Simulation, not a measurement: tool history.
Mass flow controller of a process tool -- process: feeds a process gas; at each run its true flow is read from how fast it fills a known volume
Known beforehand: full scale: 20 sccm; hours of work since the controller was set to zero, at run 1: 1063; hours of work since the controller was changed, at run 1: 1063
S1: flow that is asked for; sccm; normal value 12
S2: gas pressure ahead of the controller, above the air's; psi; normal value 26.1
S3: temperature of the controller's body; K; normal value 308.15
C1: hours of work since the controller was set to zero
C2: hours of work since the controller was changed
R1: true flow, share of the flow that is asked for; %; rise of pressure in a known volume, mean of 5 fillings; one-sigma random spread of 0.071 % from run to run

Run 1, hour 0.0: usual settings; C1 1063; C2 1063. Result: R1 100.13 %.
Run 2, hour 87.5: usual settings but S3 298.15 K; C1 1128; C2 1128. Result: R1 99.49 %.
Run 3, hour 202.8: usual settings but S3 298.15 K; C1 1213; C2 1213. Result: R1 99.39 %.
Run 4, hour 299.3: usual settings but S3 298.15 K; C1 1284; C2 1284. Result: R1 99.31 %.
Run 5, hour 401.9: usual settings but S3 298.15 K; C1 1360; C2 1360. Result: R1 99.20 %.
Run 6, hour 523.3: usual settings but S3 310.15 K; C1 1449; C2 1449. Result: R1 99.68 %.
Run 7, hour 636.2: usual settings; C1 1533; C2 1533. Result: R1 99.46 %.
Run 8, hour 740.5: usual settings; C1 1609; C2 1609. Result: R1 99.30 %.
Run 9, hour 834.7: usual settings; C1 1679; C2 1679. Result: R1 99.27 %.
Run 10, hour 956.9: usual settings but S2 22.3 psi; C1 1769; C2 1769. Result: R1 99.04 %.
Run 11, hour 1028.3: usual settings but S1 2 sccm, S2 26.8 psi, S3 303.15 K; C1 1822; C2 1822. Result: R1 98.34 %.
Run 12, hour 1081.3: usual settings but S1 3 sccm, S2 23.2 psi, S3 303.15 K; C1 1861; C2 1861. Result: R1 98.29 %.
Run 13, hour 1164.4: usual settings but S2 21.5 psi, S3 302.15 K; C1 1922; C2 1922. Result: R1 98.61 %.
Run 14, hour 1284.5: usual settings but S1 15 sccm, S2 27.3 psi, S3 296.15 K; C1 2011; C2 2011. Result: R1 98.33 %.
Run 15, hour 1360.8: usual settings but S1 15 sccm, S2 31.5 psi, S3 296.15 K; C1 2067; C2 2067. Result: R1 98.24 %.
Run 16, hour 1457.0: usual settings but S1 5 sccm, S2 31.5 psi, S3 297.15 K; C1 2138; C2 2138. Result: R1 97.63 %.
Run 17, hour 1529.8: usual settings but S2 34.4 psi; C1 2192; C2 2192. Result: R1 98.41 %.
Run 18, hour 1647.2: usual settings but S1 4 sccm, S3 309.15 K; C1 2278; C2 2278. Result: R1 98.01 %.
Run 19, hour 1712.5: usual settings but S3 298.15 K; C1 2327; C2 2327. Result: R1 97.63 %.
Run 20, hour 1783.5: usual settings but S1 3 sccm, S2 22.2 psi, S3 298.15 K; C1 2379; C2 2379. Result: R1 97.22 %.

Predict each of these 4 candidate next runs independently; none follows another, all start after run 20:
At hour 1849.9: gauge calibrated.
Run A, hour 1866.1: usual settings but S1 3 sccm, S2 33.8 psi, S3 298.15 K; C1 2440; C2 2440. Result: R1 ?.
At hour 1849.9: gauge calibrated.
Run B, hour 1866.1: usual settings but S1 11 sccm, S2 22.3 psi, S3 298.15 K; C1 2440; C2 2440. Result: R1 ?.
At hour 1849.9: gauge calibrated.
Run C, hour 1866.1: usual settings but S1 9 sccm, S2 22.8 psi, S3 304.15 K; C1 2440; C2 2440. Result: R1 ?.
At hour 1849.9: gauge calibrated.
Run D, hour 1866.1: usual settings but S1 3 sccm, S2 22.2 psi, S3 303.15 K; C1 2440; C2 2440. Result: R1 ?.

run     R1
  A  99.25
  B  99.44
  C  99.76
  D  99.53
Without the tool's hidden state the same runs would have given:
run     R1
  A  99.25
  B  99.46
  C  99.77
  D  99.53
